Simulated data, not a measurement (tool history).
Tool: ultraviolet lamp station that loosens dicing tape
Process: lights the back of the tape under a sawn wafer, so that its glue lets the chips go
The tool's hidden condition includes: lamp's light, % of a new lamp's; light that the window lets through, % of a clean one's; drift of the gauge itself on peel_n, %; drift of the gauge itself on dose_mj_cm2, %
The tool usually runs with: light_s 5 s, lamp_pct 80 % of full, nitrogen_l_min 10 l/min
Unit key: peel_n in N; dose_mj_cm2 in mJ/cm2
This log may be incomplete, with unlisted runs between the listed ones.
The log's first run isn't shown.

run,hour,light_s,lamp_pct,nitrogen_l_min,hours of work of the lamp,hours of work since the window was cleaned,peel_n,dose_mj_cm2
2,12.2,5,80,10,325,84,0.671,282
3,21.7,5,80,10,329,88,0.699,281
4,33.5,5,80,10,336,95,0.666,282
5,53.1,3,80,10,346,105,1.516,167
6,67.8,3,80,10,353,112,1.504,168
7,80.9,5,80,4,360,119,1.216,276
8,99.9,5,80,4,370,129,1.251,276
9,123.0,5,80,10,382,141,0.773,268
10,135.9,5,80,10,388,147,0.757,269
11,153.6,5,80,10,398,157,0.786,261
12,169.3,5,80,10,406,165,0.784,263
13,180.5,5,80,10,412,170,0.797,257
14,191.5,5,80,10,417,176,0.786,257
15,210.5,5,80,10,427,186,0.808,251
16,220.0,5,80,10,432,191,0.841,250
17,233.2,5,80,10,439,198,0.857,252
18,252.6,3,80,17,449,208,1.484,149
# hour 268.6: window cleaned of glue's vapour
19,268.9,3,80,17,457,0,1.143,178
20,279.7,3,80,17,462,6,1.148,180
21,297.3,7,93,15,472,15,0.250,468
22,320.1,7,93,15,483,27,0.262,466
23,331.7,9,70,11,489,33,0.310,451
24,351.3,5,79,11,499,43,0.661,277
25,363.7,3,80,7,506,49,1.747,163
26,378.8,4,80,10,514,57,1.036,222

Expected results for the next run?
27,396.7,4,80,10,523,66,?,?

peel_n: 1.053 N
dose_mj_cm2: 220 mJ/cm2
Take away the tool's hidden state, keep the run-to-run variation as it was, and the same run would have given peel_n 0.752 N, dose_mj_cm2 272 mJ/cm2.

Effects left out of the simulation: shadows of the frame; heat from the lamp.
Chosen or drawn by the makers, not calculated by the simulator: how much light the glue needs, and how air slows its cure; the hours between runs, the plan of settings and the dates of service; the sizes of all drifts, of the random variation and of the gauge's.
